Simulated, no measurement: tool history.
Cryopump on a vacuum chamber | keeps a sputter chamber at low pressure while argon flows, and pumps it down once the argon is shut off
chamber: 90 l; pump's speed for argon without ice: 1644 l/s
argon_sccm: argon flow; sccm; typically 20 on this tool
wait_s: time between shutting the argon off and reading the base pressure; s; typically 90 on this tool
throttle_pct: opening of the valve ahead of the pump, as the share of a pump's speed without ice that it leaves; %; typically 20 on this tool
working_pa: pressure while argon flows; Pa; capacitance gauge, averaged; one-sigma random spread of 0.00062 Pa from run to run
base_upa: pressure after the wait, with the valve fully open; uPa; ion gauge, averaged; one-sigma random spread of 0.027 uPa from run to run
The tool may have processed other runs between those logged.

| run | day | argon_sccm | wait_s | throttle_pct | working_pa | base_upa |
|---|---|---|---|---|---|---|
| 1 | 0.000 | 20 | 90 | 20 | 0.1097 | 3.92 |
| 2 | 0.442 | 20 | 90 | 20 | 0.1105 | 4.00 |
| 3 | 0.871 | 12 | 90 | 20 | 0.0661 | 4.10 |
| 4 | 1.421 | 12 | 119 | 20 | 0.0659 | 3.78 |
| 5 | 2.188 | 12 | 119 | 20 | 0.0619 | 3.00 |
| 6 | 2.667 | 12 | 119 | 20 | 0.0616 | 3.06 |
| 7 | 3.242 | 20 | 234 | 24 | 0.0857 | 2.70 |
| 8 | 3.846 | 20 | 234 | 24 | 0.0857 | 2.62 |
| 9 | 4.500 | 20 | 38 | 19 | 0.1089 | 4.76 |
| 10 | 5.367 | 30 | 41 | 34 | 0.0920 | 4.68 |

The log once held 1 entry between its listed runs, left out of this copy. Where does each go, and what is different about the tool's unlogged condition between the listed run before it and the listed run after it?
Logged between run 4 and run 5: pump warmed up, emptied and cooled again (day 2.054)
  pump's speed, % of a pump's without ice: 74.7 -> 99.9; leak into the chamber, uPa l/s: 3680 -> 3695
  measured less the result without the state, working_pa: +0.0043 -> +0.0001 Pa; base_upa: +2.84 -> +2.06 uPa

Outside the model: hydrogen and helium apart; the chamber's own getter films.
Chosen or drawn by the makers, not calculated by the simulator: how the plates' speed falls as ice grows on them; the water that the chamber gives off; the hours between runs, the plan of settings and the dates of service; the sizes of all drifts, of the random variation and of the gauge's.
